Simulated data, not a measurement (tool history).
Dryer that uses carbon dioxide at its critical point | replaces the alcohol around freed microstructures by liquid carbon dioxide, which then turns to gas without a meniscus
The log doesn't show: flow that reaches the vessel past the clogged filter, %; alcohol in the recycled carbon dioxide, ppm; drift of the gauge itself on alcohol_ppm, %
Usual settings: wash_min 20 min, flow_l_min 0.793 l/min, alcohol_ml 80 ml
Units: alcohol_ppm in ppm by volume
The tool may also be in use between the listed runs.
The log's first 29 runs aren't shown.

| run | day | wash_min | flow_l_min | alcohol_ml | hours of work since the filter was changed | hours of work since the purifier's bed was changed | alcohol_ppm |
|---|---|---|---|---|---|---|---|
| 30 | 8.792 | 17 | 1.336 | 37 | 86 | 332 | 77 |
| 31 | 9.196 | 12 | 1.184 | 47 | 93 | 340 | 136 |
| 32 | 9.433 | 20 | 0.793 | 53 | 98 | 344 | 110 |
| 33 | 9.700 | 20 | 0.793 | 53 | 103 | 349 | 116 |
| 34 | 9.958 | 18 | 1.024 | 81 | 107 | 354 | 99 |
| 35 | 10.158 | 18 | 1.024 | 81 | 111 | 357 | 97 |
| 36 | 10.562 | 26 | 0.805 | 41 | 118 | 365 | 94 |
| 37 | 10.938 | 18 | 0.703 | 20 | 125 | 372 | 143 |
| 38 | 11.267 | 18 | 0.703 | 20 | 131 | 378 | 137 |
| 39 | 11.604 | 22 | 0.929 | 37 | 137 | 384 | 89 |
| 40 | 12.012 | 22 | 0.929 | 37 | 145 | 391 | 93 |
| 41 | 12.296 | 20 | 0.960 | 31 | 150 | 396 | 102 |
| 42 | 12.654 | 20 | 0.960 | 31 | 156 | 403 | 95 |
| 43 | 13.075 | 20 | 0.793 | 60 | 164 | 411 | 141 |
| 44 | 13.375 | 18 | 0.853 | 113 | 170 | 416 | 200 |
| 45 | 13.662 | 13 | 0.952 | 39 | 175 | 421 | 220 |
| 46 | 14.088 | 13 | 0.888 | 47 | 183 | 429 | 333 |

4 ways to go on from here, each from the tool as it stands after run 46. What would each give?
| A | 14.462 | 20 | 0.889 | 68 | 189 | 436 | ? |
| B | 14.462 | 25 | 0.734 | 91 | 189 | 436 | ? |
| C | 14.462 | 20 | 0.793 | 100 | 189 | 436 | ? |
| D | 14.462 | 13 | 0.502 | 54 | 189 | 436 | ? |

| run | alcohol_ppm |
|---|---|
| A | 125 |
| B | 121 |
| C | 180 |
| D | 1998 |
Without the tool's hidden state the same runs would have given:
| run | alcohol_ppm |
|---|---|
| A | 13 |
| B | 13 |
| C | 35 |
| D | 1277 |
